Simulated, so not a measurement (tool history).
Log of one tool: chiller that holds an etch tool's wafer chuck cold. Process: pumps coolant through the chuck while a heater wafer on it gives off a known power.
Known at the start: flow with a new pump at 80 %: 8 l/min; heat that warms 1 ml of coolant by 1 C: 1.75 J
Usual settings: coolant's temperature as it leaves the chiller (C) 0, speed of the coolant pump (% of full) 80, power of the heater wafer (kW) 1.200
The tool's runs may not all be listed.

run,hour,coolant's temperature as it leaves the chiller (C),speed of the coolant pump (% of full),power of the heater wafer (kW),chuck's temperature once it has settled (C),how much warmer the coolant comes back (C)
1,0.0,0,80,1.200,11.9,5.10
2,33.0,0,80,1.200,11.9,5.17
3,72.7,0,80,1.200,11.6,5.12
4,115.9,0,80,1.200,12.0,5.16
5,177.5,0,80,1.200,11.9,5.21
6,215.2,0,80,1.200,11.6,5.26
7,266.3,0,80,1.200,11.8,5.24
8,313.2,0,80,1.200,11.8,5.27
9,386.3,0,80,1.200,11.7,5.30
10,457.2,0,80,1.538,15.1,6.78
11,503.0,-4,88,0.671,2.3,2.76

3 ways to go on from here, each from the tool as it stands after run 11. What would each give?
A,560.7,7,80,1.031,?,?
B,560.7,5,88,0.671,?,?
C,560.7,-2,79,1.200,?,?

run,chuck's temperature once it has settled (C),how much warmer the coolant comes back (C)
A,17.2,4.61
B,11.3,2.77
C,9.9,5.36
Without the tool's hidden state the same runs would have given:
run,chuck's temperature once it has settled (C),how much warmer the coolant comes back (C)
A,17.2,4.46
B,11.3,2.62
C,9.8,5.21
